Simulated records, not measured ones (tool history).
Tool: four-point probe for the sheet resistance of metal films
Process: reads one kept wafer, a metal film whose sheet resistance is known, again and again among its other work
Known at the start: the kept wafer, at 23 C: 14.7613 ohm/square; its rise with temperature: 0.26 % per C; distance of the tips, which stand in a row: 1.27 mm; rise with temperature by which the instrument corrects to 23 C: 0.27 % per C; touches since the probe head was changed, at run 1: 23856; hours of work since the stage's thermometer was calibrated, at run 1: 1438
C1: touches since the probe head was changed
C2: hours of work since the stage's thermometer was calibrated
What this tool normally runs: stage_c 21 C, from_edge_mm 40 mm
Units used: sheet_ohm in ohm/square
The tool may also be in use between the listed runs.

{"run": 1, "hour": 0.0, "stage_c": 21, "from_edge_mm": 40, "C1": 23856, "C2": 1438, "sheet_ohm": 14.724743}
{"run": 2, "hour": 13.5, "stage_c": 21, "from_edge_mm": 40, "C1": 24423, "C2": 1446, "sheet_ohm": 14.726759}
{"run": 3, "hour": 22.9, "stage_c": 21, "from_edge_mm": 40, "C1": 24816, "C2": 1452, "sheet_ohm": 14.725704}
{"run": 4, "hour": 29.8, "stage_c": 21, "from_edge_mm": 40, "C1": 25108, "C2": 1456, "sheet_ohm": 14.732407}
{"run": 5, "hour": 36.3, "stage_c": 21, "from_edge_mm": 40, "C1": 25381, "C2": 1460, "sheet_ohm": 14.726584}
{"run": 6, "hour": 50.5, "stage_c": 21, "from_edge_mm": 7, "C1": 25974, "C2": 1468, "sheet_ohm": 14.978304}
{"run": 7, "hour": 58.7, "stage_c": 22, "from_edge_mm": 40, "C1": 26320, "C2": 1473, "sheet_ohm": 14.728003}
{"hour": 60.0, "done": "stage's thermometer calibrated"}
{"run": 8, "hour": 74.4, "stage_c": 20, "from_edge_mm": 40, "C1": 26955, "C2": 9, "sheet_ohm": 14.728186}
{"run": 9, "hour": 81.8, "stage_c": 24, "from_edge_mm": 7, "C1": 27267, "C2": 13, "sheet_ohm": 14.964013}
{"run": 10, "hour": 91.3, "stage_c": 24, "from_edge_mm": 7, "C1": 27665, "C2": 19, "sheet_ohm": 14.963692}
{"run": 11, "hour": 101.0, "stage_c": 32, "from_edge_mm": 72, "C1": 28070, "C2": 25, "sheet_ohm": 14.701984}
{"run": 12, "hour": 114.3, "stage_c": 21, "from_edge_mm": 38, "C1": 28627, "C2": 33, "sheet_ohm": 14.722818}
{"run": 13, "hour": 126.1, "stage_c": 32, "from_edge_mm": 12, "C1": 29122, "C2": 40, "sheet_ohm": 14.784013}
{"hour": 127.9, "done": "stage's thermometer calibrated, once more"}
{"run": 14, "hour": 141.5, "stage_c": 20, "from_edge_mm": 37, "C1": 29749, "C2": 8, "sheet_ohm": 14.747475}
{"run": 15, "hour": 147.9, "stage_c": 30, "from_edge_mm": 31, "C1": 30018, "C2": 12, "sheet_ohm": 14.729217}

For each entry between runs, how does the tool's hidden state at the last listed run before it compare with that at the first listed run after it?
In the gap between runs 7 and 8: stage's thermometer calibrated (hour 60.0)
  inner tips' distance over the nominal, %: -0.191 -> -0.194; tips' flats over new ones', %: 13 -> 14; wafer's true temperature over the reading, C: -0.4 -> -0.56
  measured less the result without the state, sheet_ohm: -0.046008 -> -0.052947 ohm/square
In the gap between runs 13 and 14: stage's thermometer calibrated, once more (hour 127.9)
  inner tips' distance over the nominal, %: -0.206 -> -0.21; wafer's true temperature over the reading, C: -0.57 -> 0.02
  measured less the result without the state, sheet_ohm: -0.054773 -> -0.032747 ohm/square
